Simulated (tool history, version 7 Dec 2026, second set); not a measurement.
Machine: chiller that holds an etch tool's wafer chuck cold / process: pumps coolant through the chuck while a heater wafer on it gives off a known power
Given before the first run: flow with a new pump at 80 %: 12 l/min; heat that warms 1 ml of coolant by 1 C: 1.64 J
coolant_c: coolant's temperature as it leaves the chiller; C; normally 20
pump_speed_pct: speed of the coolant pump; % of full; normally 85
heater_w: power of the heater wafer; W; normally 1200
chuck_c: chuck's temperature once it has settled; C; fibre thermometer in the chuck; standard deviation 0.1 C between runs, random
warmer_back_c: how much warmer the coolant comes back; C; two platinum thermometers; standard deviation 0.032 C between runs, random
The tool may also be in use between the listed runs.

Run 1, hour 0.0: usual settings. Result: chuck_c 32.9 C, warmer_back_c 3.54 C.
Run 2, hour 55.5: usual settings. Result: chuck_c 32.9 C, warmer_back_c 3.56 C.
Run 3, hour 115.5: usual settings. Result: chuck_c 33.1 C, warmer_back_c 3.55 C.
Run 4, hour 229.6: usual settings. Result: chuck_c 33.1 C, warmer_back_c 3.55 C.
Run 5, hour 311.0: usual settings. Result: chuck_c 33.1 C, warmer_back_c 3.58 C.
Run 6, hour 425.1: usual settings. Result: chuck_c 33.2 C, warmer_back_c 3.62 C.

What does the tool deliver on the next run?
Run 7, hour 483.6: usual settings but coolant_c 19 C, pump_speed_pct 89 % of full, heater_w 1021 W. Result: chuck_c ?, warmer_back_c ?.

{"run 7": {"chuck_c": 29.7, "warmer_back_c": 2.85}}
Had the tool carried no hidden state, the very same run would have given chuck_c 29.4 C, warmer_back_c 2.75 C.
